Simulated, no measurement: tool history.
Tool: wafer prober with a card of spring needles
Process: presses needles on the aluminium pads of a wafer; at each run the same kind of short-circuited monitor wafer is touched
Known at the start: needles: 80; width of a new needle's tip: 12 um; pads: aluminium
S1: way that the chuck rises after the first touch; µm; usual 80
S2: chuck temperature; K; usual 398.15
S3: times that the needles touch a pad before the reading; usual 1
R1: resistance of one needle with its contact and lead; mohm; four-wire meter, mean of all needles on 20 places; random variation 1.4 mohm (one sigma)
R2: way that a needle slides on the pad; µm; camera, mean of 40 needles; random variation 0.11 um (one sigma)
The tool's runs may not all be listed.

Run 1, hour 0: usual settings. Result: R1 130 mohm, R2 20.34 µm.
At hour 12.1: tips cleaned on abrasive film.
At hour 23.1: tips cleaned on abrasive film.
Run 2, hour 30.4: usual settings. Result: R1 134 mohm, R2 20.23 µm.
At hour 33.1: height of the first contact set anew.
At hour 35.7: tips cleaned on abrasive film.
At hour 46.8: tips cleaned on abrasive film.
At hour 57.8: tips cleaned on abrasive film.
At hour 70.1: tips cleaned on abrasive film.
Run 3, hour 72.9: usual settings. Result: R1 128 mohm, R2 20.32 µm.
At hour 82.2: tips cleaned on abrasive film.
At hour 93.5: tips cleaned on abrasive film.
Run 4, hour 93.5: usual settings. Result: R1 132 mohm, R2 20.31 µm.
At hour 104.8: tips cleaned on abrasive film.
At hour 116.9: tips cleaned on abrasive film.
At hour 128.7: tips cleaned on abrasive film.
Run 5, hour 134.5: usual settings. Result: R1 131 mohm, R2 20.29 µm.
At hour 139.5: tips cleaned on abrasive film.
At hour 151.4: tips cleaned on abrasive film.
At hour 162: tips cleaned on abrasive film.
Run 6, hour 162: usual settings. Result: R1 129 mohm, R2 20.24 µm.
At hour 173.7: tips cleaned on abrasive film.
Run 7, hour 179.6: usual settings. Result: R1 132 mohm, R2 20.43 µm.
At hour 184.6: tips cleaned on abrasive film.
At hour 196: tips cleaned on abrasive film.
At hour 207.6: tips cleaned on abrasive film.
Run 8, hour 217.1: usual settings but S3 2. Result: R1 133 mohm, R2 20.09 µm.
At hour 219.6: tips cleaned on abrasive film.
At hour 232: tips cleaned on abrasive film.
At hour 244.4: tips cleaned on abrasive film.
Run 9, hour 249.3: usual settings but S1 88 µm, S3 2. Result: R1 130 mohm, R2 22.13 µm.
At hour 256.8: tips cleaned on abrasive film.
At hour 268.8: tips cleaned on abrasive film.
Run 10, hour 277.2: usual settings but S2 306.15 K. Result: R1 116 mohm, R2 19.95 µm.
At hour 279.8: tips cleaned on abrasive film.
At hour 291.7: tips cleaned on abrasive film.
At hour 303.6: tips cleaned on abrasive film.
Run 11, hour 311.3: usual settings but S2 306.15 K. Result: R1 115 mohm, R2 19.93 µm.
At hour 313.9: tips cleaned on abrasive film.
At hour 325.7: tips cleaned on abrasive film.
Run 12, hour 332.4: usual settings but S2 306.15 K. Result: R1 118 mohm, R2 20.15 µm.
At hour 336.6: tips cleaned on abrasive film.
At hour 348.3: tips cleaned on abrasive film.
At hour 360: tips cleaned on abrasive film.
At hour 371.7: tips cleaned on abrasive film.
Run 13, hour 373.4: usual settings but S2 306.15 K. Result: R1 117 mohm, R2 20.01 µm.
At hour 383.3: tips cleaned on abrasive film.
At hour 394.1: tips cleaned on abrasive film.
At hour 399.3: height of the first contact set anew.
Run 14, hour 403.2: usual settings but S1 78 µm, S2 343.15 K, S3 2. Result: R1 122 mohm, R2 19.33 µm.

Hidden state or all else? Some run-to-run changes of R2, split into what the settings, what came in and random variation would give without the hidden state, and what is left for the hidden state (with any gauge scatter that isn't in both results):
The hidden state here: debris on the tips, nm; way that the needles fall short of the set height, um; tips' diameter, um; drift of the gauge itself on contact_mohm, %; drift of the gauge itself on scrub_um, %.
Run 8 -> 9: S1 80 -> 88, tips cleaned on abrasive film, tips cleaned on abrasive film, tips cleaned on abrasive film. R2 +2.04 µm: hidden state -0.07, all else +2.11.
Run 9 -> 10: S1 88 -> 80, S2 398.15 -> 306.15, S3 2 -> 1, tips cleaned on abrasive film, tips cleaned on abrasive film. R2 -2.18 µm: hidden state -0.01, all else -2.17.
